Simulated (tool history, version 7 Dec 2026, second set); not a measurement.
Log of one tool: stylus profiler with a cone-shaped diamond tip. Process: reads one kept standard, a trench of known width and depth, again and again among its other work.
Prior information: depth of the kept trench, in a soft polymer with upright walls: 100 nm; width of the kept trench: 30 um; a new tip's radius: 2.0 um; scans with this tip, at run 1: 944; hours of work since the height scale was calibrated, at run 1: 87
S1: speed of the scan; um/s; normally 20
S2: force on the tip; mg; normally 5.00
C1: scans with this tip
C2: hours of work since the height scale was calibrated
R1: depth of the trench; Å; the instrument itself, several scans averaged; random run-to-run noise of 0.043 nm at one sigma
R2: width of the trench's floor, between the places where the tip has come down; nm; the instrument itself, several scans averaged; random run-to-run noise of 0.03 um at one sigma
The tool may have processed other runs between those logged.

run   hour  S1    S2    C1   C2      R1     R2
  1    0.0  20  5.00   944   87  1021.1  28600
  2    6.9  20  5.00  1001   92  1021.8  28550
  3   18.7  12  5.00  1098  101  1020.7  28630
  4   27.5  12  5.00  1171  107  1020.8  28580
  5   39.6  20  5.00  1271  117  1021.2  28640
  6   55.5  20  5.00  1402  129  1022.2  28540
  7   69.4  20  5.00  1517  139  1020.4  28570
  8   85.2  20  5.00  1647  151  1020.7  28570
  9   95.2  20  5.00  1730  159  1021.2  28590
 10  109.3  20  5.00  1846  169  1021.1  28540
 11  122.4   8  6.09  1954  179  1024.0  28620
 12  136.2   8  6.09  2068  190  1023.3  28620
 13  147.2  12  5.84  2159  198  1024.4  28570
     148.4  -- height scale calibrated on a step standard
 14  162.4  12  5.84  2281   11  1022.6  28570
 15  175.8   7  5.61  2391   21  1022.6  28530
     186.9  -- height scale calibrated on a step standard, once more
 16  192.3  14  5.44  2523    4  1023.8  28530
 17  202.7  14  5.44  2609   12  1022.2  28470
 18  213.1  14  5.44  2694   20  1022.5  28540
 19  223.2  14  5.44  2778   27  1022.2  28570

Forecast each of these 4 alternatives for the next run:
  A  234.9  13  5.51  2874  36   ?   ?
  B  234.9  18  7.50  2874  36   ?   ?
  C  234.9  11  3.04  2874  36   ?   ?
  D  234.9  71  5.44  2874  36   ?   ?

run      R1     R2
  A  1022.6  28550
  B  1027.7  28470
  C  1015.8  28510
  D  1022.0  28310
Without the tool's hidden state the same runs would have given:
run      R1     R2
  A  1022.1  28740
  B  1027.2  28660
  C  1015.4  28700
  D  1021.6  28500

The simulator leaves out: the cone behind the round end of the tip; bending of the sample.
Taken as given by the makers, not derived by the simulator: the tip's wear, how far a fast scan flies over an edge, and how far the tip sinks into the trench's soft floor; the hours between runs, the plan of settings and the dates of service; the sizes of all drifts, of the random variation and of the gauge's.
